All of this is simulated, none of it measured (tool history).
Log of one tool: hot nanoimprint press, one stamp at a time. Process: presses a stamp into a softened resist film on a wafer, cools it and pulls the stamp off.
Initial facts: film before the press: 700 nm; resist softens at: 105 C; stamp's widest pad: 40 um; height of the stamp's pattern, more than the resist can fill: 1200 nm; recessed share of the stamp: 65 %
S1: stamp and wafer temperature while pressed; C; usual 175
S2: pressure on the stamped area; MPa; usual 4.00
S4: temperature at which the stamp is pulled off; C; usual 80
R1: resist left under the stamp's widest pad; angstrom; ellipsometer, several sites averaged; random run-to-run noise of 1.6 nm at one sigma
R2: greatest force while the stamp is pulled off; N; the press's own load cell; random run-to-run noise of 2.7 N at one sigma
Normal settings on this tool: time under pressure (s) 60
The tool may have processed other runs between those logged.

run 1 day=0.000 | S1=175 S2=4.00 time_under_pressure_(s)=60 S4=80 | R1=2523 R2=153
run 2 day=2.104 | S1=169 S2=4.00 time_under_pressure_(s)=60 S4=80 | R1=3265 R2=161
run 3 day=5.646 | S1=169 S2=4.00 time_under_pressure_(s)=60 S4=80 | R1=3253 R2=168
run 4 day=7.667 | S1=169 S2=4.00 time_under_pressure_(s)=60 S4=80 | R1=3249 R2=170
run 5 day=11.050 | S1=175 S2=4.00 time_under_pressure_(s)=60 S4=77 | R1=2576 R2=190
-- day=11.354 plate thermocouple calibrated
run 6 day=13.354 | S1=175 S2=4.00 time_under_pressure_(s)=90 S4=80 | R1=2247 R2=182
run 7 day=14.879 | S1=163 S2=4.00 time_under_pressure_(s)=67 S4=80 | R1=4170 R2=184
run 8 day=17.008 | S1=168 S2=4.00 time_under_pressure_(s)=60 S4=80 | R1=3509 R2=185
-- day=18.508 stamp cleaned and given a new release coat
run 9 day=20.000 | S1=168 S2=3.77 time_under_pressure_(s)=60 S4=80 | R1=3635 R2=161
run 10 day=23.408 | S1=168 S2=3.20 time_under_pressure_(s)=60 S4=85 | R1=3907 R2=152
-- day=24.254 plate thermocouple calibrated, once more
run 11 day=26.596 | S1=175 S2=5.72 time_under_pressure_(s)=60 S4=84 | R1=2112 R2=159

Branching from run 11: 5 alternative next runs. What would each branch give?
run A day=30.171 | S1=168 S2=4.00 time_under_pressure_(s)=60 S4=80 | R1=? R2=?
run B day=30.171 | S1=175 S2=3.13 time_under_pressure_(s)=34 S4=80 | R1=? R2=?
run C day=30.171 | S1=169 S2=4.00 time_under_pressure_(s)=116 S4=80 | R1=? R2=?
run D day=30.171 | S1=175 S2=2.64 time_under_pressure_(s)=60 S4=80 | R1=? R2=?
run E day=30.171 | S1=175 S2=4.00 time_under_pressure_(s)=60 S4=77 | R1=? R2=?

run=A R1=3415 R2=173
run=B R1=3532 R2=175
run=C R1=2628 R2=174
run=D R1=3212 R2=178
run=E R1=2581 R2=192
What these runs would have given with no unlogged condition in the tool:
run=A R1=3284 R2=154
run=B R1=3422 R2=157
run=C R1=2518 R2=155
run=D R1=3119 R2=159
run=E R1=2475 R2=171
